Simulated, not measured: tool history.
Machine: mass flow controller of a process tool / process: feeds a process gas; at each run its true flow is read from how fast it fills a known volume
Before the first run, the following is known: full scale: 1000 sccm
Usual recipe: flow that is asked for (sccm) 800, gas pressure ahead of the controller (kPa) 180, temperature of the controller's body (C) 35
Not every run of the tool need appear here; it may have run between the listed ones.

| run | hour | flow that is asked for (sccm) | gas pressure ahead of the controller (kPa) | temperature of the controller's body (C) | true flow (%) |
|---|---|---|---|---|---|
| 1 | 0 | 800 | 180 | 35 | 100.62 |
| 2 | 294 | 800 | 180 | 35 | 100.46 |
| 3 | 576.6 | 800 | 180 | 26 | 100.11 |
| 4 | 757.5 | 800 | 180 | 22 | 99.98 |
| 5 | 1040.8 | 299 | 180 | 35 | 99.24 |
| 6 | 1230.9 | 299 | 180 | 35 | 99.4 |
| 7 | 1436.4 | 299 | 180 | 35 | 99.15 |
| 8 | 1618.6 | 299 | 180 | 35 | 99.36 |
| 9 | 1916.1 | 299 | 180 | 35 | 99.08 |
| 10 | 2121.6 | 299 | 180 | 35 | 99.25 |
| 11 | 2319.5 | 800 | 180 | 35 | 100.67 |
| 12 | 2563 | 411 | 180 | 35 | 99.68 |
| 13 | 2724.1 | 411 | 180 | 35 | 99.86 |
| 14 | 3001.4 | 800 | 180 | 35 | 100.8 |
| 15 | 3306.8 | 319 | 180 | 35 | 99.43 |
| 16 | 3591 | 792 | 180 | 35 | 100.83 |
| 17 | 3821.2 | 812 | 260 | 30 | 100.36 |
| 18 | 4122.8 | 901 | 176 | 35 | 101.23 |
| 19 | 4284.5 | 545 | 237 | 39 | 100.27 |
| 20 | 4531.5 | 137 | 156 | 39 | 97.57 |
| 21 | 4801.9 | 115 | 231 | 31 | 96.08 |
| 22 | 5091.4 | 115 | 231 | 31 | 96.09 |
| 23 | 5286.2 | 115 | 231 | 31 | 95.99 |
| 24 | 5488.8 | 474 | 159 | 24 | 99.63 |
| 25 | 5678.4 | 800 | 177 | 35 | 100.88 |
| 26 | 5956.3 | 259 | 149 | 20 | 98.15 |
| 27 | 6142.8 | 259 | 149 | 20 | 98.21 |
| 28 | 6432.1 | 714 | 142 | 22 | 100.39 |
| 29 | 6722.9 | 280 | 142 | 22 | 98.49 |
| 30 | 7039.8 | 280 | 142 | 22 | 98.49 |

What if the next run were any one of these 4? Each begins from the tool's condition after run 30:
| A | 7296.1 | 800 | 211 | 21 | ? |
| B | 7296.1 | 280 | 167 | 22 | ? |
| C | 7296.1 | 800 | 158 | 35 | ? |
| D | 7296.1 | 280 | 142 | 33 | ? |

| run | true flow (%) |
|---|---|
| A | 100.41 |
| B | 98.3 |
| C | 101.17 |
| D | 99.13 |
Take away the tool's hidden state, keep each run's random variation, and the runs would have read:
| run | true flow (%) |
|---|---|
| A | 99.51 |
| B | 98.73 |
| C | 100.26 |
| D | 99.55 |
